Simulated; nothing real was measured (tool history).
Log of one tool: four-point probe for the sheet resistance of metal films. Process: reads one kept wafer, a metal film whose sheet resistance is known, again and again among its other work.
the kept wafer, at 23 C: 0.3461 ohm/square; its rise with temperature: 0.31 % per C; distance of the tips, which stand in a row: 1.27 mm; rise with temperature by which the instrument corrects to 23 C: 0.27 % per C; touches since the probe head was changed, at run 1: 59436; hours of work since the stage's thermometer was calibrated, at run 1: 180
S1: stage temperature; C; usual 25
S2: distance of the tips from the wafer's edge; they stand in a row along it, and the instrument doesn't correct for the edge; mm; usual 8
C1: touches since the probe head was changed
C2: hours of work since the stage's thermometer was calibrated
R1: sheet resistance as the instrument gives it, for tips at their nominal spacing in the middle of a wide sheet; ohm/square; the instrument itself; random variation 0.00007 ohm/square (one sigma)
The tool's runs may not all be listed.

run,day,S1,S2,C1,C2,R1
1,0.000,25,8,59436,180,0.346568
2,1.100,25,8,60395,191,0.346470
3,2.300,25,8,61446,203,0.346389
4,3.404,27,8,62411,214,0.346553
5,4.317,27,8,63210,223,0.346551
6,5.171,25,8,63954,232,0.346310
7,6.350,25,8,64986,243,0.346197
8,7.171,25,8,65703,251,0.346279
9,8.392,25,8,66769,264,0.346160
10,9.354,25,8,67612,273,0.346148
11,10.692,25,8,68780,286,0.346008
12,11.612,25,8,69583,295,0.345992
13,12.788,19,8,70610,307,0.345276
14,13.967,19,10,71641,319,0.343559
15,15.062,22,8,72599,330,0.345528
16,16.342,25,8,73717,342,0.345905
17,17.225,23,45,74490,351,0.341115
18,18.375,33,11,75494,363,0.344551
19,19.617,22,5,76580,375,0.352032
20,20.421,25,6,77281,383,0.349156
21,21.267,27,55,78020,391,0.341364
22,22.512,27,55,79109,404,0.341365
23,23.179,27,55,79693,410,0.341280
24,23.962,33,38,80377,418,0.342170
25,24.662,20,47,80989,425,0.340441
26,25.962,20,7,82125,438,0.346282
27,26.612,20,7,82694,444,0.346310
28,27.396,25,8,83378,452,0.345467
29,28.654,25,8,84479,464,0.345405
30,29.758,31,26,85441,475,0.341973

3 ways to go on from here, each from the tool as it stands after run 30. What would each give?
A,30.996,20,51,86526,488,?
B,30.996,32,8,86526,488,?
C,30.996,19,40,86526,488,?

run,R1
A,0.340246
B,0.346068
C,0.340178
Without the tool's hidden state the same runs would have given:
run,R1
A,0.345861
B,0.351774
C,0.345791

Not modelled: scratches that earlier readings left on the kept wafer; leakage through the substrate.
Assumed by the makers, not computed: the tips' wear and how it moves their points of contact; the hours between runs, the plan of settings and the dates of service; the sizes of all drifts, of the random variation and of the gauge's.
